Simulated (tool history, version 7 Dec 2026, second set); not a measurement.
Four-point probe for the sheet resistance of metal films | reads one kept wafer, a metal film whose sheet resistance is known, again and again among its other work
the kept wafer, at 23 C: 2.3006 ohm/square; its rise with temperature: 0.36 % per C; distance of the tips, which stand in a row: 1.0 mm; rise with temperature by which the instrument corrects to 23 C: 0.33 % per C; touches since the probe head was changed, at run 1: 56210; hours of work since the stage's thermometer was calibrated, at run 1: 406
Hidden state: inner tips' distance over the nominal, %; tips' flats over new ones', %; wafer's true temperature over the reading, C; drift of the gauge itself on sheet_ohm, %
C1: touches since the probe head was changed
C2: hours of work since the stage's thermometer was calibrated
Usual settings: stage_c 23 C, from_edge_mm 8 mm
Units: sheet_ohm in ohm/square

{"run": 1, "hour": 0.0, "stage_c": 23, "from_edge_mm": 8, "C1": 56210, "C2": 406, "sheet_ohm": 2.311106}
{"run": 2, "hour": 26.5, "stage_c": 23, "from_edge_mm": 8, "C1": 57234, "C2": 422, "sheet_ohm": 2.311146}
{"run": 3, "hour": 63.6, "stage_c": 23, "from_edge_mm": 5, "C1": 58664, "C2": 444, "sheet_ohm": 2.33966}
{"run": 4, "hour": 95.4, "stage_c": 23, "from_edge_mm": 5, "C1": 59890, "C2": 462, "sheet_ohm": 2.338813}
{"run": 5, "hour": 118.7, "stage_c": 23, "from_edge_mm": 5, "C1": 60789, "C2": 476, "sheet_ohm": 2.339776}
{"run": 6, "hour": 143.4, "stage_c": 23, "from_edge_mm": 6, "C1": 61745, "C2": 491, "sheet_ohm": 2.324602}
{"run": 7, "hour": 167.8, "stage_c": 23, "from_edge_mm": 8, "C1": 62686, "C2": 505, "sheet_ohm": 2.309618}
{"run": 8, "hour": 188.4, "stage_c": 23, "from_edge_mm": 8, "C1": 63479, "C2": 517, "sheet_ohm": 2.309677}
{"run": 9, "hour": 221.9, "stage_c": 23, "from_edge_mm": 8, "C1": 64771, "C2": 537, "sheet_ohm": 2.309715}
{"run": 10, "hour": 250.7, "stage_c": 23, "from_edge_mm": 8, "C1": 65884, "C2": 554, "sheet_ohm": 2.30938}
{"run": 11, "hour": 279.1, "stage_c": 23, "from_edge_mm": 8, "C1": 66982, "C2": 570, "sheet_ohm": 2.309062}
{"run": 12, "hour": 296.5, "stage_c": 23, "from_edge_mm": 8, "C1": 67652, "C2": 581, "sheet_ohm": 2.309102}
{"run": 13, "hour": 312.4, "stage_c": 23, "from_edge_mm": 8, "C1": 68266, "C2": 590, "sheet_ohm": 2.309011}
{"run": 14, "hour": 332.1, "stage_c": 23, "from_edge_mm": 8, "C1": 69025, "C2": 601, "sheet_ohm": 2.308767}
{"run": 15, "hour": 365.7, "stage_c": 32, "from_edge_mm": 8, "C1": 70321, "C2": 621, "sheet_ohm": 2.315822}
{"run": 16, "hour": 397.3, "stage_c": 23, "from_edge_mm": 8, "C1": 71540, "C2": 640, "sheet_ohm": 2.308396}
{"run": 17, "hour": 428.4, "stage_c": 23, "from_edge_mm": 15, "C1": 72739, "C2": 658, "sheet_ohm": 2.294438}
{"run": 18, "hour": 449.4, "stage_c": 23, "from_edge_mm": 5, "C1": 73551, "C2": 670, "sheet_ohm": 2.337751}
{"run": 19, "hour": 486.8, "stage_c": 23, "from_edge_mm": 7, "C1": 74993, "C2": 692, "sheet_ohm": 2.312913}
{"run": 20, "hour": 510.8, "stage_c": 23, "from_edge_mm": 8, "C1": 75919, "C2": 706, "sheet_ohm": 2.307268}
{"run": 21, "hour": 547.0, "stage_c": 23, "from_edge_mm": 8, "C1": 77318, "C2": 728, "sheet_ohm": 2.307749}
{"run": 22, "hour": 580.2, "stage_c": 23, "from_edge_mm": 4, "C1": 78597, "C2": 747, "sheet_ohm": 2.362585}
{"run": 23, "hour": 613.1, "stage_c": 23, "from_edge_mm": 4, "C1": 79869, "C2": 766, "sheet_ohm": 2.362063}
{"hour": 629.7, "done": "new probe head fitted"}
{"run": 24, "hour": 636.3, "stage_c": 23, "from_edge_mm": 59, "C1": 253, "C2": 779, "sheet_ohm": 2.309836}
{"run": 25, "hour": 672.6, "stage_c": 23, "from_edge_mm": 12, "C1": 1654, "C2": 801, "sheet_ohm": 2.317932}
{"run": 26, "hour": 699.1, "stage_c": 33, "from_edge_mm": 64, "C1": 2677, "C2": 816, "sheet_ohm": 2.317717}
{"hour": 701.6, "done": "stage's thermometer calibrated"}
{"run": 27, "hour": 716.4, "stage_c": 33, "from_edge_mm": 64, "C1": 3324, "C2": 9, "sheet_ohm": 2.316856}
{"run": 28, "hour": 735.2, "stage_c": 27, "from_edge_mm": 19, "C1": 4050, "C2": 20, "sheet_ohm": 2.314894}
{"hour": 767.8, "done": "stage's thermometer calibrated, once more"}
{"run": 29, "hour": 768.6, "stage_c": 27, "from_edge_mm": 19, "C1": 5320, "C2": 0, "sheet_ohm": 2.31689}
{"run": 30, "hour": 789.7, "stage_c": 18, "from_edge_mm": 4, "C1": 6134, "C2": 13, "sheet_ohm": 2.379877}
{"run": 31, "hour": 815.9, "stage_c": 22, "from_edge_mm": 41, "C1": 7144, "C2": 28, "sheet_ohm": 2.309887}
{"run": 32, "hour": 853.5, "stage_c": 22, "from_edge_mm": 41, "C1": 8598, "C2": 50, "sheet_ohm": 2.309143}
{"run": 33, "hour": 871.1, "stage_c": 22, "from_edge_mm": 9, "C1": 9274, "C2": 61, "sheet_ohm": 2.323223}
{"run": 34, "hour": 908.3, "stage_c": 27, "from_edge_mm": 3, "C1": 10711, "C2": 82, "sheet_ohm": 2.441661}
{"run": 35, "hour": 933.2, "stage_c": 30, "from_edge_mm": 4, "C1": 11670, "C2": 97, "sheet_ohm": 2.389528}
{"run": 36, "hour": 955.9, "stage_c": 30, "from_edge_mm": 4, "C1": 12547, "C2": 110, "sheet_ohm": 2.38971}
{"run": 37, "hour": 982.4, "stage_c": 30, "from_edge_mm": 4, "C1": 13572, "C2": 126, "sheet_ohm": 2.389794}
{"run": 38, "hour": 1019.9, "stage_c": 18, "from_edge_mm": 14, "C1": 15016, "C2": 148, "sheet_ohm": 2.309919}
{"run": 39, "hour": 1041.8, "stage_c": 24, "from_edge_mm": 14, "C1": 15862, "C2": 161, "sheet_ohm": 2.314934}
{"run": 40, "hour": 1061.0, "stage_c": 22, "from_edge_mm": 52, "C1": 16602, "C2": 172, "sheet_ohm": 2.306912}
{"run": 41, "hour": 1092.8, "stage_c": 23, "from_edge_mm": 22, "C1": 17830, "C2": 191, "sheet_ohm": 2.309345}
{"run": 42, "hour": 1110.8, "stage_c": 23, "from_edge_mm": 3, "C1": 18526, "C2": 201, "sheet_ohm": 2.437106}
{"run": 43, "hour": 1127.6, "stage_c": 30, "from_edge_mm": 8, "C1": 19174, "C2": 211, "sheet_ohm": 2.332474}
{"run": 44, "hour": 1162.4, "stage_c": 30, "from_edge_mm": 8, "C1": 20516, "C2": 232, "sheet_ohm": 2.331992}
{"run": 45, "hour": 1193.0, "stage_c": 34, "from_edge_mm": 32, "C1": 21697, "C2": 250, "sheet_ohm": 2.317452}

Forecast each of these 4 alternatives for the next run:
{"run": "A", "hour": 1213.1, "stage_c": 34, "from_edge_mm": 42, "C1": 22473, "C2": 261, "sheet_ohm": "?"}
{"run": "B", "hour": 1213.1, "stage_c": 26, "from_edge_mm": 8, "C1": 22473, "C2": 261, "sheet_ohm": "?"}
{"run": "C", "hour": 1213.1, "stage_c": 22, "from_edge_mm": 54, "C1": 22473, "C2": 261, "sheet_ohm": "?"}
{"run": "D", "hour": 1213.1, "stage_c": 34, "from_edge_mm": 21, "C1": 22473, "C2": 261, "sheet_ohm": "?"}

run=A sheet_ohm=2.317181
run=B sheet_ohm=2.328037
run=C sheet_ohm=2.306732
run=D sheet_ohm=2.318313
Without the tool's hidden state the same runs would have given:
run=A sheet_ohm=2.311303
run=B sheet_ohm=2.322147
run=C sheet_ohm=2.300898
run=D sheet_ohm=2.312432
